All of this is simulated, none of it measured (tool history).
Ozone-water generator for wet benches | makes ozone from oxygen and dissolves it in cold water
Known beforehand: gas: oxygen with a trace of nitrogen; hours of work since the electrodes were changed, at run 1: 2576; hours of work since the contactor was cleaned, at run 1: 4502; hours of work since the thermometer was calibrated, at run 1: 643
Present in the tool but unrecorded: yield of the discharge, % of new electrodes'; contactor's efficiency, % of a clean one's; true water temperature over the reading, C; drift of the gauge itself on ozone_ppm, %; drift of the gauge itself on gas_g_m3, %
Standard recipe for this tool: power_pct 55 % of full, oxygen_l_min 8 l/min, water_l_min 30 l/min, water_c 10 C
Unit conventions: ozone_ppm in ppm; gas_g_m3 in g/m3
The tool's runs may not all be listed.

run	hour	power_pct	oxygen_l_min	water_l_min	water_c	hours of work since the electrodes were changed	hours of work since the contactor was cleaned	hours of work since the thermometer was calibrated	ozone_ppm	gas_g_m3
1	0	55	8	30	10	2576	4502	643	28.4	224.9
2	65.6	55	8	30	10	2621	4547	688	28.7	223.6
3	176.3	55	8	30	10	2697	4623	764	28.4	223.3
4	280	55	8	30	10	2768	4694	835	27.9	223.6
5	376.4	55	8	30	10	2835	4760	901	27.9	224.8
6	443.3	55	6.15	30	10	2881	4806	947	28	262.5
7	492.8	55	6.15	30	10	2915	4840	981	28.2	263.3
8	580.8	55	6.15	30	6	2975	4900	1041	29.3	263.5
9	680.9	55	8.91	30	10	3044	4969	1110	27.8	208.6
10	742.3	55	8.91	30	10	3086	5011	1152	27.8	207.1
# hour 761: contactor cleaned
11	812.1	55	8	30	10	3131	35	1198	27.5	222.2
12	904.3	55	8	30	10	3194	98	1261	27.7	221.4
13	976.7	55	8	30	10	3244	148	1311	27.6	219.1
14	1059.3	55	8	30	10	3301	205	1367	27.7	220.1
15	1129.3	55	8	30	10	3349	253	1415	27.7	221.1
16	1219.1	55	8	30	13	3411	315	1477	26.5	221.2
17	1330.2	86	8	30	5	3487	391	1553	38.3	288.9
# hour 1368.7: contactor cleaned, once more
18	1442.7	55	8	36	14	3561	51	1628	23.5	218.1
19	1513.7	41	9.91	36	14	3610	100	1677	19.1	159
20	1618.7	41	9.91	20	6	3682	172	1749	32.4	160.4
21	1685.5	41	9.91	20	6	3728	218	1795	32.5	160.5
22	1766.5	55	9.05	41	10	3784	273	1850	21.8	203.3
23	1821.5	55	5.59	46	10	3822	311	1888	19.1	272.7
24	1909.8	77	6.61	36	10	3882	372	1949	29.6	302.6
25	1988.5	55	8	37	10	3936	426	2003	23.8	219.2
26	2101.2	55	8	37	10	4014	503	2080	23.7	218
27	2191.7	55	9.06	35	6	4076	565	2142	25.8	203.1

Below are 4 alternative next runs, each starting from the tool's condition after run 27. Predict each:
A	2251.2	68	8	30	10	4117	606	2183	?	?
B	2251.2	55	9.06	35	6	4117	606	2183	?	?
C	2251.2	55	8.9	20	5	4117	606	2183	?	?
D	2251.2	55	7.03	45	6	4117	606	2183	?	?

run	ozone_ppm	gas_g_m3
A	32.2	249.1
B	26.2	200.2
C	40	203.9
D	20.6	236.5
Stripped of hidden state, with their random variation kept, the same runs would have yielded:
run	ozone_ppm	gas_g_m3
A	35.6	273.5
B	28.7	217
C	43.7	221
D	22.5	256.3

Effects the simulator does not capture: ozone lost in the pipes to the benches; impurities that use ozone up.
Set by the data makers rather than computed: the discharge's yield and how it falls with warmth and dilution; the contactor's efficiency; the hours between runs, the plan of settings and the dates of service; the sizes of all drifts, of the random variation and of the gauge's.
